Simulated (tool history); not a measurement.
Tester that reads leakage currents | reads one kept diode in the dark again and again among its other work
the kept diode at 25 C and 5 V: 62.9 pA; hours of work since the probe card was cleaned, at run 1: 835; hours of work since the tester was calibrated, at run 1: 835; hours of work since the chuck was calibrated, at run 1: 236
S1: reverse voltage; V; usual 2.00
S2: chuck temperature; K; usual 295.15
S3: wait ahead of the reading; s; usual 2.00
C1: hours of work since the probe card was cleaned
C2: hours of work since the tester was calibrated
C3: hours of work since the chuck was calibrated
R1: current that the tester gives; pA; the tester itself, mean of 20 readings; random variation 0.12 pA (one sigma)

Run 1, hour 0.0: usual settings; C1 835; C2 835; C3 236. Result: R1 36.76 pA.
Run 2, hour 226.6: usual settings but S2 324.15 K; C1 950; C2 950; C3 351. Result: R1 387.97 pA.
Run 3, hour 404.7: usual settings but S1 6.13 V, S2 324.15 K; C1 1039; C2 1039; C3 440. Result: R1 544.26 pA.
Run 4, hour 568.1: usual settings but S3 4.76 s; C1 1122; C2 1122; C3 523. Result: R1 36.89 pA.
Run 5, hour 807.9: usual settings; C1 1243; C2 1243; C3 644. Result: R1 36.90 pA.
Run 6, hour 967.6: usual settings but S2 313.15 K; C1 1323; C2 1323; C3 724. Result: R1 167.01 pA.
Run 7, hour 1102.4: usual settings but S3 7.81 s; C1 1391; C2 1391; C3 792. Result: R1 36.55 pA.
At hour 1124.9: chuck's temperature calibrated.
Run 8, hour 1334.3: usual settings but S3 7.81 s; C1 1507; C2 1507; C3 106. Result: R1 36.56 pA.
Run 9, hour 1534.5: usual settings but S2 318.15 K, S3 7.81 s; C1 1608; C2 1608; C3 207. Result: R1 246.44 pA.
Run 10, hour 1656.1: usual settings but S1 1.63 V; C1 1670; C2 1670; C3 268. Result: R1 34.67 pA.
Run 11, hour 1781.2: usual settings but S1 1.63 V; C1 1733; C2 1733; C3 331. Result: R1 34.48 pA.
Run 12, hour 1993.6: usual settings but S1 1.63 V; C1 1840; C2 1840; C3 438. Result: R1 34.60 pA.
Run 13, hour 2142.8: usual settings but S1 1.63 V; C1 1915; C2 1915; C3 514. Result: R1 34.43 pA.
Run 14, hour 2304.5: usual settings but S1 4.33 V; C1 1997; C2 1997; C3 595. Result: R1 46.56 pA.
Run 15, hour 2438.4: usual settings but S1 4.33 V; C1 2064; C2 2064; C3 663. Result: R1 46.81 pA.
Run 16, hour 2620.0: usual settings but S1 4.33 V; C1 2156; C2 2156; C3 754. Result: R1 46.41 pA.
At hour 2734.3: chuck's temperature calibrated.
Run 17, hour 2760.6: usual settings but S1 11.82 V, S2 322.15 K; C1 2226; C2 2226; C3 13. Result: R1 571.91 pA.
At hour 2807.4: probe card cleaned and baked.
Run 18, hour 2889.0: usual settings but S1 3.07 V, S2 313.15 K, S3 4.88 s; C1 41; C2 2289; C3 77. Result: R1 189.02 pA.
At hour 2957.2: tester calibrated.
Run 19, hour 3073.5: usual settings but S1 13.17 V, S2 331.15 K, S3 3.07 s; C1 133; C2 59; C3 169. Result: R1 1138.99 pA.
Run 20, hour 3280.5: usual settings but S1 13.17 V, S2 331.15 K, S3 3.07 s; C1 238; C2 163; C3 273. Result: R1 1136.25 pA.
Run 21, hour 3535.6: usual settings but S2 293.15 K, S3 0.91 s; C1 366; C2 292; C3 402. Result: R1 31.11 pA.
Run 22, hour 3742.4: usual settings but S2 296.15 K, S3 0.91 s; C1 471; C2 396; C3 506. Result: R1 40.40 pA.
Run 23, hour 3888.0: usual settings but S1 15.27 V, S2 321.15 K, S3 0.91 s; C1 544; C2 470; C3 579. Result: R1 575.36 pA.
Run 24, hour 4102.0: usual settings but S2 315.15 K, S3 0.83 s; C1 652; C2 578; C3 687. Result: R1 196.15 pA.
Run 25, hour 4311.8: usual settings but S1 4.85 V, S2 327.15 K, S3 0.65 s; C1 758; C2 683; C3 793. Result: R1 630.54 pA.
At hour 4332.2: chuck's temperature calibrated.
Run 26, hour 4545.8: usual settings but S1 4.93 V, S2 297.15 K, S3 0.50 s; C1 875; C2 800; C3 108. Result: R1 59.23 pA.
Run 27, hour 4679.6: usual settings but S3 2.65 s; C1 943; C2 868; C3 175. Result: R1 36.74 pA.
Run 28, hour 4803.2: usual settings but S1 18.35 V, S3 2.65 s; C1 1005; C2 930; C3 238. Result: R1 73.06 pA.
Run 29, hour 5060.7: usual settings but S1 3.44 V, S2 298.15 K, S3 6.43 s; C1 1135; C2 1060; C3 368. Result: R1 56.27 pA.
Run 30, hour 5294.8: usual settings but S1 3.44 V, S2 298.15 K, S3 6.43 s; C1 1253; C2 1178; C3 486. Result: R1 56.26 pA.

Hidden state at the last listed run before each entry between runs and at the first one after, where it differs:
Between runs 7 and 8: chuck's temperature calibrated (hour 1124.9)
  no hidden state differs between the two runs
Between runs 16 and 17: chuck's temperature calibrated (hour 2734.3)
  no hidden state differs between the two runs
Between runs 17 and 18: probe card cleaned and baked (hour 2807.4)
  stray current of the dirty probe card, pA a volt: 0.023 -> 0.02
Between runs 18 and 19: tester calibrated (hour 2957.2)
  no hidden state differs between the two runs
Between runs 25 and 26: chuck's temperature calibrated (hour 4332.2)
  no hidden state differs between the two runs
